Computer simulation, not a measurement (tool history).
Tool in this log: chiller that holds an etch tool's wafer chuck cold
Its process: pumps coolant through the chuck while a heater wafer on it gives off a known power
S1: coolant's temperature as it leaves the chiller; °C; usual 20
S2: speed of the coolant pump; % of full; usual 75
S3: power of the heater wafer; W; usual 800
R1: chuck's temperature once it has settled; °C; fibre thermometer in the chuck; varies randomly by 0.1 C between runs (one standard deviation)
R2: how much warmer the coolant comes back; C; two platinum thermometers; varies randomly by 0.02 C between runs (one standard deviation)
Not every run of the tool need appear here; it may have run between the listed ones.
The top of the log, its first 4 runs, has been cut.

Run 5, hour 164.2: usual settings but S2 85 % of full. Result: R1 28.3 °C, R2 3.34 C.
Run 6, hour 215.2: usual settings but S2 85 % of full. Result: R1 28.2 °C, R2 3.33 C.
Run 7, hour 237.0: usual settings but S2 85 % of full. Result: R1 28.2 °C, R2 3.36 C.
Run 8, hour 275.1: usual settings but S2 85 % of full, S3 465 W. Result: R1 24.8 °C, R2 1.98 C.
Run 9, hour 309.1: usual settings but S2 85 % of full, S3 465 W. Result: R1 24.8 °C, R2 1.97 C.
Run 10, hour 352.8: usual settings but S1 15 °C. Result: R1 24.1 °C, R2 3.85 C.
Run 11, hour 382.9: usual settings but S1 15 °C. Result: R1 24.1 °C, R2 3.84 C.
Run 12, hour 422.5: usual settings but S1 12 °C. Result: R1 21.0 °C, R2 3.86 C.
Run 13, hour 450.8: usual settings but S1 12 °C. Result: R1 21.1 °C, R2 3.85 C.
Run 14, hour 482.8: usual settings but S1 12 °C. Result: R1 21.0 °C, R2 3.86 C.
Run 15, hour 531.7: usual settings but S1 12 °C. Result: R1 20.9 °C, R2 3.84 C.
Run 16, hour 568.6: usual settings but S1 23 °C, S2 63 % of full. Result: R1 33.2 °C, R2 4.65 C.
Run 17, hour 593.8: usual settings but S1 23 °C, S2 81 % of full, S3 608 W. Result: R1 29.6 °C, R2 2.70 C.
Run 18, hour 632.5: usual settings but S1 12 °C, S2 68 % of full, S3 952 W. Result: R1 23.4 °C, R2 5.09 C.
Run 19, hour 675.6: usual settings but S1 12 °C, S2 68 % of full, S3 952 W. Result: R1 23.5 °C, R2 5.09 C.
Run 20, hour 696.9: usual settings but S1 12 °C, S2 68 % of full, S3 952 W. Result: R1 23.4 °C, R2 5.09 C.
Run 21, hour 741.5: usual settings but S2 69 % of full, S3 1193 W. Result: R1 34.4 °C, R2 6.32 C.
Run 22, hour 762.7: usual settings but S1 23 °C, S2 71 % of full, S3 602 W. Result: R1 30.0 °C, R2 3.07 C.
Run 23, hour 785.4: usual settings but S1 28 °C, S2 69 % of full, S3 602 W. Result: R1 35.3 °C, R2 3.17 C.
Run 24, hour 836.1: usual settings but S2 81 % of full, S3 593 W. Result: R1 26.4 °C, R2 2.61 C.
Run 25, hour 860.7: usual settings but S2 81 % of full, S3 593 W. Result: R1 26.1 °C, R2 2.63 C.
Run 26, hour 889.3: usual settings but S1 16 °C, S3 528 W. Result: R1 22.1 °C, R2 2.54 C.
Run 27, hour 940.6: usual settings but S1 10 °C, S2 65 % of full, S3 587 W. Result: R1 17.4 °C, R2 3.31 C.
Run 28, hour 985.0: usual settings but S1 16 °C, S2 63 % of full, S3 641 W. Result: R1 24.3 °C, R2 3.67 C.
Run 29, hour 1034.0: usual settings but S1 23 °C, S2 63 % of full, S3 506 W. Result: R1 29.3 °C, R2 2.98 C.

Run 30 is up next; what results do you expect?
Run 30, hour 1059.9: usual settings but S1 23 °C, S2 63 % of full, S3 506 W. Result: R1 ?, R2 ?.

For run 30 the tool returned R1 29.4 °C, R2 2.95 C.
With no hidden state in the tool, this same run would have given R1 29.4 °C, R2 2.95 C.

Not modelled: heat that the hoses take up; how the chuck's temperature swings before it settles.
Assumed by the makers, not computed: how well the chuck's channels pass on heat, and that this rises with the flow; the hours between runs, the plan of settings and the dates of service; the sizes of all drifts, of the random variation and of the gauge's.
